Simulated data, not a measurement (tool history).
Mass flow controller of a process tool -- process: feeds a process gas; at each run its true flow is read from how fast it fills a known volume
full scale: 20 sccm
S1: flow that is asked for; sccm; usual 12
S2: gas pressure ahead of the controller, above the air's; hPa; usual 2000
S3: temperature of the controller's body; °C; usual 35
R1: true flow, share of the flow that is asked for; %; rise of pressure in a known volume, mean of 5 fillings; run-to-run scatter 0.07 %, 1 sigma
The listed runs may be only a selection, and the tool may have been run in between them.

{"run": 1, "day": 0.0, "S1": 12, "S2": 2000, "S3": 35, "R1": 100.1}
{"run": 2, "day": 12.333, "S1": 12, "S2": 2000, "S3": 35, "R1": 100.23}
{"run": 3, "day": 30.083, "S1": 12, "S2": 2000, "S3": 35, "R1": 100.45}
{"run": 4, "day": 42.579, "S1": 12, "S2": 2000, "S3": 35, "R1": 100.36}
{"run": 5, "day": 63.4, "S1": 12, "S2": 2000, "S3": 35, "R1": 100.64}
{"run": 6, "day": 78.067, "S1": 12, "S2": 2000, "S3": 35, "R1": 100.72}
{"run": 7, "day": 91.079, "S1": 12, "S2": 2000, "S3": 35, "R1": 100.75}
{"run": 8, "day": 113.488, "S1": 12, "S2": 2000, "S3": 35, "R1": 101.03}
{"run": 9, "day": 124.038, "S1": 12, "S2": 2000, "S3": 35, "R1": 101.09}
{"run": 10, "day": 144.342, "S1": 12, "S2": 2000, "S3": 35, "R1": 101.03}
{"run": 11, "day": 159.942, "S1": 12, "S2": 2000, "S3": 35, "R1": 101.24}
{"run": 12, "day": 173.425, "S1": 12, "S2": 2000, "S3": 35, "R1": 101.37}
{"run": 13, "day": 195.496, "S1": 12, "S2": 2000, "S3": 35, "R1": 101.49}
{"run": 14, "day": 207.025, "S1": 12, "S2": 2000, "S3": 35, "R1": 101.62}
{"run": 15, "day": 225.258, "S1": 12, "S2": 2000, "S3": 35, "R1": 101.82}
{"run": 16, "day": 237.617, "S1": 12, "S2": 2000, "S3": 35, "R1": 101.79}
{"run": 17, "day": 246.783, "S1": 12, "S2": 2000, "S3": 35, "R1": 101.86}
{"run": 18, "day": 258.392, "S1": 12, "S2": 1530, "S3": 35, "R1": 101.86}
{"run": 19, "day": 279.142, "S1": 12, "S2": 1530, "S3": 35, "R1": 101.9}
{"run": 20, "day": 298.971, "S1": 12, "S2": 1530, "S3": 35, "R1": 102.08}
{"run": 21, "day": 312.658, "S1": 12, "S2": 1530, "S3": 35, "R1": 102.06}
{"run": 22, "day": 322.1, "S1": 12, "S2": 2000, "S3": 35, "R1": 102.54}
{"day": 323.046, "done": "controller's zero set anew"}
{"run": 23, "day": 337.8, "S1": 12, "S2": 1790, "S3": 35, "R1": 102.7}
{"run": 24, "day": 348.271, "S1": 12, "S2": 1790, "S3": 35, "R1": 102.76}
{"run": 25, "day": 359.412, "S1": 12, "S2": 1790, "S3": 35, "R1": 102.89}
{"run": 26, "day": 378.525, "S1": 8, "S2": 2060, "S3": 35, "R1": 103.5}
{"day": 388.567, "done": "controller's zero set anew, once more"}
{"run": 27, "day": 391.279, "S1": 12, "S2": 2000, "S3": 21, "R1": 103.02}
{"run": 28, "day": 402.788, "S1": 12, "S2": 2000, "S3": 21, "R1": 102.94}
{"run": 29, "day": 416.521, "S1": 8, "S2": 2080, "S3": 23, "R1": 103.06}
{"run": 30, "day": 437.288, "S1": 12, "S2": 2760, "S3": 40, "R1": 102.65}
{"run": 31, "day": 451.492, "S1": 12, "S2": 2760, "S3": 40, "R1": 102.76}
{"run": 32, "day": 471.633, "S1": 4, "S2": 2760, "S3": 24, "R1": 103.77}
{"run": 33, "day": 487.817, "S1": 4, "S2": 2760, "S3": 24, "R1": 104.02}
{"run": 34, "day": 507.054, "S1": 4, "S2": 2760, "S3": 24, "R1": 104.29}
{"run": 35, "day": 527.238, "S1": 4, "S2": 2760, "S3": 24, "R1": 104.39}
{"run": 36, "day": 536.625, "S1": 4, "S2": 2760, "S3": 24, "R1": 104.5}
{"run": 37, "day": 554.038, "S1": 18, "S2": 2000, "S3": 35, "R1": 103.41}
{"run": 38, "day": 565.85, "S1": 18, "S2": 2000, "S3": 35, "R1": 103.38}
{"run": 39, "day": 582.729, "S1": 12, "S2": 1950, "S3": 22, "R1": 104.23}
{"run": 40, "day": 604.921, "S1": 12, "S2": 1470, "S3": 35, "R1": 103.62}
{"run": 41, "day": 615.712, "S1": 4, "S2": 2080, "S3": 22, "R1": 105.02}
{"run": 42, "day": 637.75, "S1": 12, "S2": 2140, "S3": 35, "R1": 104.09}
{"run": 43, "day": 660.142, "S1": 12, "S2": 2140, "S3": 35, "R1": 104.29}
{"run": 44, "day": 673.75, "S1": 12, "S2": 2200, "S3": 35, "R1": 104.35}
{"run": 45, "day": 689.854, "S1": 12, "S2": 2200, "S3": 35, "R1": 104.52}
{"run": 46, "day": 710.754, "S1": 2, "S2": 1750, "S3": 20, "R1": 107.31}
{"run": 47, "day": 725.696, "S1": 2, "S2": 1750, "S3": 20, "R1": 107.42}
{"run": 48, "day": 735.575, "S1": 2, "S2": 1750, "S3": 20, "R1": 107.67}
{"day": 737.454, "done": "controller exchanged for a calibrated one"}
{"run": 49, "day": 756.05, "S1": 9, "S2": 1750, "S3": 22, "R1": 99.96}

Some steps in R1, run to run, broken into two amounts with sign: the step expected even without the hidden condition (settings, incoming material, random variation), and the rest, left for the hidden condition together with whatever gauge scatter is not in both the measured and the hidden-condition-free result:
Hidden state present: flow at rest that the sensor doesn't see, % of full scale; true flow over the shown one, %; drift of the gauge itself on true_pct, %.
Run 26 -> 27: S1 8 -> 12, S2 2060 -> 2000, S3 35 -> 21, controller's zero set anew, once more. R1 -0.48 %: hidden state -1.27, all else +0.79.
Run 40 -> 41: S1 12 -> 4, S2 1470 -> 2080, S3 35 -> 22. R1 +1.4 %: hidden state +0.69, all else +0.71.
Run 45 -> 46: S1 12 -> 2, S2 2200 -> 1750, S3 35 -> 20. R1 +2.79 %: hidden state +2.37, all else +0.42.
Run 48 -> 49: S1 2 -> 9, S3 20 -> 22, controller exchanged for a calibrated one. R1 -7.71 %: hidden state -7.58, all else -0.13.
